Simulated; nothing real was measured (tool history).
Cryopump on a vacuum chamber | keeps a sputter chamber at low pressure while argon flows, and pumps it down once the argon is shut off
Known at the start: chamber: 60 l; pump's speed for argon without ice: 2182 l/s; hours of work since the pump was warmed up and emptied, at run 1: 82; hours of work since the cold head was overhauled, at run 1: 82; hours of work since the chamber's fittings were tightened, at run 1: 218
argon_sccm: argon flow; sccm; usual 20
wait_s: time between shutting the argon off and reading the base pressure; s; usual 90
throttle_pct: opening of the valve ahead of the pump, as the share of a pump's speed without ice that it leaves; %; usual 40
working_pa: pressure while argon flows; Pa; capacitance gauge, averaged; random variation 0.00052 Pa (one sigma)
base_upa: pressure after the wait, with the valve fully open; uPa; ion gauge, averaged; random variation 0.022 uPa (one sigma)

run	day	argon_sccm	wait_s	throttle_pct	hours of work since the pump was warmed up and emptied	hours of work since the cold head was overhauled	hours of work since the chamber's fittings were tightened	working_pa	base_upa
1	0	20	90	40	82	82	218	0.0401	0.74
2	0.833	20	90	40	90	90	226	0.0404	0.72
3	2.079	20	90	40	103	103	239	0.0396	0.77
4	2.946	20	90	40	112	112	248	0.0392	0.76
5	3.504	20	90	40	117	117	253	0.0404	0.76
6	4.229	20	90	41	125	125	261	0.0388	0.74
7	5.117	20	90	55	134	134	270	0.0289	0.77
8	6.133	20	90	55	144	144	280	0.0289	0.77
9	6.804	20	90	55	151	151	287	0.0295	0.79
10	7.488	20	90	55	158	158	294	0.0287	0.77
11	8.525	20	90	55	168	168	304	0.0301	0.8
12	9.525	20	90	55	179	179	315	0.0296	0.8
13	10.258	20	90	55	186	186	322	0.0294	0.8
14	11.542	20	90	16	199	199	335	0.0973	0.75
15	12.85	20	90	40	212	212	348	0.0406	0.8
16	14.008	30	90	40	224	224	360	0.0599	0.81
17	14.571	30	90	40	230	230	366	0.0611	0.85
18	15.821	30	90	40	243	243	379	0.0609	0.79
19	17.046	30	90	40	255	255	391	0.061	0.81
20	18.133	35	223	40	266	266	402	0.0705	0.53
21	18.888	35	223	40	274	274	410	0.0703	0.56
22	20.15	20	127	40	287	287	423	0.0409	0.68
23	21.162	20	127	40	297	297	433	0.0412	0.65
24	21.933	20	127	40	305	305	441	0.0408	0.72
25	22.717	20	90	16	313	313	449	0.0992	0.88
26	23.779	15	27	37	323	323	460	0.0334	2.17
27	25.025	15	59	18	336	336	472	0.066	1.13
28	26.254	20	46	38	349	349	485	0.0429	1.37
29	26.9	33	80	48	355	355	491	0.0585	0.95
30	27.458	14	31	23	361	361	497	0.0504	1.88
31	28.192	14	31	23	368	368	504	0.0491	1.87
32	29.575	28	51	44	382	382	518	0.0537	1.3
33	30.546	31	72	27	392	392	528	0.093	1.06
34	31.638	20	79	16	403	403	539	0.0999	0.98

Forecast each of these 3 alternatives for the next run:
A	32.6	20	79	16	413	413	549	?	?
B	32.6	39	90	24	413	413	549	?	?
C	32.6	20	84	40	413	413	549	?	?

run	working_pa	base_upa
A	0.1001	1
B	0.1318	0.9
C	0.0425	1.03
Without the tool's hidden state the same runs would have given:
run	working_pa	base_upa
A	0.0972	0.73
B	0.1261	0.62
C	0.0396	0.75
